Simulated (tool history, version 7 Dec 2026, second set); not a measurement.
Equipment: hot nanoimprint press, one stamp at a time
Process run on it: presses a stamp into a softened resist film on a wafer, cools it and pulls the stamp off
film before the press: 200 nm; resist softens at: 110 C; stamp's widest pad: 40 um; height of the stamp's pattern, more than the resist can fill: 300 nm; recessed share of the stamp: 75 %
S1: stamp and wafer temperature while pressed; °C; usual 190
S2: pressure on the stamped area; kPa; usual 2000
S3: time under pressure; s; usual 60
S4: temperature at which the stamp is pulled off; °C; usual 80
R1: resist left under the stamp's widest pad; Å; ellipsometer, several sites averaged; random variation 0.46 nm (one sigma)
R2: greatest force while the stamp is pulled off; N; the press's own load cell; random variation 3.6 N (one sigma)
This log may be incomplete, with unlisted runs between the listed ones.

run,day,S1,S2,S3,S4,R1,R2
1,0,190,2000,60,80,808,201
2,0.588,190,2000,60,80,802,194
3,1.404,190,2000,60,80,817,201
4,2.017,190,2000,60,80,808,200
5,2.542,190,2000,60,66,816,267
6,3.196,187,2000,60,66,929,273
7,3.742,190,2000,60,80,813,209
8,4.154,190,2000,60,80,822,206
9,4.996,190,2000,60,87,813,171
10,5.475,190,2000,60,87,823,174
11,6.146,193,2710,48,77,692,215
12,6.692,198,2000,47,80,667,209
13,7.304,186,1800,37,82,1193,198
14,8.025,186,1800,37,82,1198,202
# day 8.388: plate thermocouple calibrated
15,8.733,189,2000,60,80,834,210
16,9.196,189,2000,60,80,834,206
17,9.646,195,1280,37,87,964,175
18,10.275,195,1750,98,87,567,174
19,10.933,199,2000,60,77,548,229
# day 11.525: stamp cleaned and given a new release coat
20,11.638,198,2710,60,78,500,184

Here are 4 independent what-if runs from the current tool condition. What would each one return?
A,12.242,188,1990,60,73,?,?
B,12.242,200,3130,60,78,?,?
C,12.242,198,2710,81,76,?,?
D,12.242,189,2750,63,80,?,?

run,R1,R2
A,874,204
B,435,187
C,439,190
D,720,174
Had the tool no hidden state, the same runs would have come out as:
run,R1,R2
A,844,202
B,411,185
C,418,188
D,686,172
